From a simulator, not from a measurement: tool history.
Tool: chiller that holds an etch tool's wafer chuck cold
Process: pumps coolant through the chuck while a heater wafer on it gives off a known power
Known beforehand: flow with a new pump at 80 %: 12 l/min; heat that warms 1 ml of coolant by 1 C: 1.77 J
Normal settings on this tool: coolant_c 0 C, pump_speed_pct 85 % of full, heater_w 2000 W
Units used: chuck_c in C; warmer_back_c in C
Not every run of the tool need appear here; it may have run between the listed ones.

| run | hour | coolant_c | pump_speed_pct | heater_w | chuck_c | warmer_back_c |
|---|---|---|---|---|---|---|
| 1 | 0 | 0 | 85 | 2000 | 15.6 | 5.36 |
| 2 | 31 | 0 | 85 | 2000 | 15.4 | 5.41 |
| 3 | 57 | 0 | 85 | 2000 | 15.4 | 5.32 |
| 4 | 86.1 | 0 | 85 | 2000 | 15.5 | 5.38 |
| 5 | 109.2 | 0 | 85 | 2000 | 15.3 | 5.34 |
| 6 | 152.3 | 0 | 80 | 2000 | 16.3 | 5.74 |
| 7 | 185.8 | 0 | 85 | 2000 | 15.5 | 5.29 |
| 8 | 228.6 | 7 | 85 | 2000 | 22.5 | 5.36 |
| 9 | 258 | 0 | 85 | 2670 | 20.6 | 7.13 |
| 10 | 310.8 | -2 | 85 | 2000 | 13.4 | 5.32 |
| 11 | 346.3 | -2 | 85 | 2000 | 13.6 | 5.33 |
| 12 | 381.3 | 0 | 61 | 2000 | 20.4 | 7.69 |
| 13 | 428.2 | 0 | 61 | 2000 | 20.3 | 7.75 |
| 14 | 451.4 | 0 | 61 | 2000 | 20.2 | 7.79 |
| 15 | 503.7 | -4 | 61 | 2000 | 16.5 | 7.75 |
| 16 | 546.7 | 0 | 85 | 2000 | 15.6 | 5.28 |
| 17 | 602.4 | 0 | 85 | 2000 | 15.5 | 5.34 |
| 18 | 656.8 | -9 | 96 | 1500 | 1.5 | 3.53 |
| 19 | 697.3 | 4 | 96 | 1675 | 15.9 | 3.95 |
| 20 | 739.6 | 0 | 85 | 2000 | 15.5 | 5.34 |
| 21 | 765.6 | 0 | 85 | 2000 | 15.4 | 5.27 |
| 22 | 790 | -1 | 85 | 2615 | 19.4 | 7.01 |
| 23 | 821.3 | -8 | 98 | 1341 | 1.4 | 3.09 |
| 24 | 870 | -3 | 97 | 2000 | 10.9 | 4.63 |
| 25 | 907.8 | 10 | 83 | 1108 | 18.9 | 3.06 |
| 26 | 949.9 | -4 | 81 | 2713 | 18.2 | 7.61 |
| 27 | 1005.2 | 1 | 81 | 2996 | 25.5 | 8.54 |
| 28 | 1042.4 | 1 | 91 | 2996 | 23.1 | 7.31 |
| 29 | 1092.5 | -5 | 87 | 2931 | 17.5 | 7.62 |
| 30 | 1139.4 | 0 | 85 | 1829 | 14.3 | 4.91 |
| 31 | 1175.6 | 0 | 85 | 1829 | 14.3 | 4.92 |
| 32 | 1228.3 | 0 | 85 | 1829 | 14.3 | 4.88 |

Branching from run 32: 4 alternative next runs. What would each branch give?
| A | 1279.6 | 0 | 85 | 1092 | ? | ? |
| B | 1279.6 | 3 | 83 | 1833 | ? | ? |
| C | 1279.6 | -1 | 70 | 2000 | ? | ? |
| D | 1279.6 | 0 | 76 | 2000 | ? | ? |

| run | chuck_c | warmer_back_c |
|---|---|---|
| A | 8.5 | 2.91 |
| B | 17.8 | 5.01 |
| C | 17.4 | 6.62 |
| D | 17.2 | 6.1 |
What these runs would have given with no unlogged condition in the tool:
| run | chuck_c | warmer_back_c |
|---|---|---|
| A | 8.3 | 2.86 |
| B | 17.5 | 4.91 |
| C | 17 | 6.49 |
| D | 16.8 | 5.99 |

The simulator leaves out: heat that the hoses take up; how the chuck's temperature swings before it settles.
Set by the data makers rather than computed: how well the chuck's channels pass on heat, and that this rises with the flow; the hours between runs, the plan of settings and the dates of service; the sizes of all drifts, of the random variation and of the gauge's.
